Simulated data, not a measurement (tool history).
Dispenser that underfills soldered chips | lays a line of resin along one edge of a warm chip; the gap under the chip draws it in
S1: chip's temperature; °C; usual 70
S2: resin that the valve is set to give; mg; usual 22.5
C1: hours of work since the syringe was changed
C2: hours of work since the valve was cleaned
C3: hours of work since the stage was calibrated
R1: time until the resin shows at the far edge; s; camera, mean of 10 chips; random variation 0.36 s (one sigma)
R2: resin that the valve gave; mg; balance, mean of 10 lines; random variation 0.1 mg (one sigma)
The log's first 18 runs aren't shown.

run,hour,S1,S2,C1,C2,C3,R1,R2
# hour 105.1: new syringe of resin
19,108.1,56,22.8,2,61,290,55.0,22.21
# hour 112.8: new syringe of resin
20,114.8,56,22.8,1,65,295,51.2,22.15
21,119.4,56,21.9,5,69,298,67.0,21.20
# hour 120.9: new syringe of resin
22,124.7,70,22.5,3,73,302,27.3,21.93
23,127.9,70,26.9,5,75,304,32.3,25.99
# hour 128.8: new syringe of resin
24,133.8,84,22.5,4,79,308,15.4,21.74
# hour 136.3: new syringe of resin
25,137.6,72,25.0,1,82,311,21.0,24.06
26,141.3,76,28.4,4,85,314,21.2,27.26
# hour 144.1: new syringe of resin
27,149.3,82,22.5,4,90,320,17.2,21.70
# hour 151.7: new syringe of resin
28,156.2,82,22.5,3,95,325,16.4,21.64
# hour 159.2: new syringe of resin
29,161.3,82,22.5,2,99,328,14.2,21.75

The next listed run, before its measurement:
30,166.2,69,22.5,5,103,332,?,?

R1: 34.9 s
R2: 21.47 mg
Without the tool's hidden state the same run would have given R1 21.2 s, R2 22.47 mg.
